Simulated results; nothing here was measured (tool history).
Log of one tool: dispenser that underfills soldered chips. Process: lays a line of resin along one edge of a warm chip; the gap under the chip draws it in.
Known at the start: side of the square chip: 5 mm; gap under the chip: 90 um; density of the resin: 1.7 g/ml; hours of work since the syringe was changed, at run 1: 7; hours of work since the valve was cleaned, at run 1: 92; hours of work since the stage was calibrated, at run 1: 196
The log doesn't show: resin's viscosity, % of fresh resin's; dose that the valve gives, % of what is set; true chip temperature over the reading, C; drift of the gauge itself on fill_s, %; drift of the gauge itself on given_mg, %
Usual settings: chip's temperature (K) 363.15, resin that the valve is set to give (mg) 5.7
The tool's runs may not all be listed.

| run | day | chip's temperature (K) | resin that the valve is set to give (mg) | hours of work since the syringe was changed | hours of work since the valve was cleaned | hours of work since the stage was calibrated | time until the resin shows at the far edge (s) | resin that the valve gave (mg) |
|---|---|---|---|---|---|---|---|---|
| 1 | 0 | 363.15 | 5.7 | 7 | 92 | 196 | 13.9 | 5.54 |
|  | 0.238 | new syringe of resin |
| 2 | 0.325 | 363.15 | 5.7 | 1 | 97 | 201 | 10.5 | 5.51 |
| 3 | 0.617 | 363.15 | 5.7 | 6 | 101 | 206 | 13.8 | 5.48 |
| 4 | 0.825 | 363.15 | 5.62 | 10 | 105 | 209 | 15.3 | 5.41 |
|  | 0.925 | new syringe of resin |
| 5 | 1.038 | 363.15 | 5.62 | 2 | 108 | 213 | 10.9 | 5.4 |
| 6 | 1.304 | 363.15 | 4.9 | 6 | 112 | 217 | 12.9 | 4.7 |
|  | 1.642 | new syringe of resin |
| 7 | 1.725 | 363.15 | 4.9 | 1 | 119 | 224 | 10.8 | 4.72 |
| 8 | 2 | 363.15 | 4.9 | 6 | 124 | 228 | 13.4 | 4.71 |
|  | 2.317 | new syringe of resin |
| 9 | 2.396 | 363.15 | 5.7 | 1 | 130 | 234 | 10.8 | 5.46 |
| 10 | 2.671 | 363.15 | 5.7 | 6 | 134 | 239 | 12.6 | 5.42 |
| 11 | 2.892 | 363.15 | 5.29 | 9 | 138 | 243 | 15.3 | 5.02 |
|  | 3.017 | dispensing valve cleaned and set on the balance |
|  | 3.046 | new syringe of resin |
| 12 | 3.246 | 363.15 | 5.29 | 3 | 4 | 248 | 11.4 | 5.24 |
| 13 | 3.617 | 363.15 | 5.29 | 9 | 10 | 254 | 15.1 | 5.24 |
|  | 3.729 | new syringe of resin |
| 14 | 4.054 | 363.15 | 5.29 | 5 | 17 | 261 | 12.6 | 5.26 |
| 15 | 4.338 | 363.15 | 4.94 | 10 | 21 | 265 | 16 | 4.88 |
|  | 4.404 | new syringe of resin |
| 16 | 4.558 | 369.15 | 4.87 | 2 | 25 | 269 | 9.8 | 4.8 |

Run 17 comes next. What will it give?
| 17 | 4.833 | 371.15 | 5.69 | 7 | 29 | 273 | ? | ? |

time until the resin shows at the far edge (s): 11
resin that the valve gave (mg): 5.65
Without the tool's hidden state the same run would have given time until the resin shows at the far edge (s) 8.6, resin that the valve gave (mg) 5.72.
